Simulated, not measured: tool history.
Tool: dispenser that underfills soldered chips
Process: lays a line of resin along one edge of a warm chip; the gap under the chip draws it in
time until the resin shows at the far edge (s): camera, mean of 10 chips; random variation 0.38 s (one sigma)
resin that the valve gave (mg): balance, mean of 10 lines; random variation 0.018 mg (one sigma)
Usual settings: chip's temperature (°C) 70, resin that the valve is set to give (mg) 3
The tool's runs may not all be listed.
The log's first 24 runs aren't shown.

run	day	chip's temperature (°C)	resin that the valve is set to give (mg)	hours of work since the syringe was changed	hours of work since the valve was cleaned	hours of work since the stage was calibrated	time until the resin shows at the far edge (s)	resin that the valve gave (mg)
25	5.321	73	3.69	11	89	155	39.6	3.44
# day 5.396: new syringe of resin
26	5.467	73	3.69	1	91	157	23.2	3.44
27	5.692	69	3.46	4	94	161	31.7	3.21
28	5.921	62	3.54	8	98	164	48.3	3.26
29	6.058	82	3.57	10	100	166	29.4	3.32
# day 6.196: new syringe of resin
30	6.304	60	3	2	103	169	37.2	2.74
31	6.446	60	3	4	105	172	41.8	2.75
32	6.725	65	3.19	8	109	176	44	2.92
# day 6.983: new syringe of resin
33	6.992	64	2.54	0	113	179	31.7	2.32
34	7.275	64	2.66	4	117	184	40.9	2.44
35	7.542	74	3.23	8	121	188	35	2.93

Forecast each of these 3 alternatives for the next run:
A	7.725	61	3	11	124	190	?	?
B	7.725	69	2.9	11	124	190	?	?
C	7.725	73	3.35	11	124	190	?	?

run	time until the resin shows at the far edge (s)	resin that the valve gave (mg)
A	61.3	2.73
B	49.5	2.64
C	42	3.01
Without the tool's hidden state the same runs would have given:
run	time until the resin shows at the far edge (s)	resin that the valve gave (mg)
A	30.7	3.01
B	24.7	2.91
C	21.3	3.32

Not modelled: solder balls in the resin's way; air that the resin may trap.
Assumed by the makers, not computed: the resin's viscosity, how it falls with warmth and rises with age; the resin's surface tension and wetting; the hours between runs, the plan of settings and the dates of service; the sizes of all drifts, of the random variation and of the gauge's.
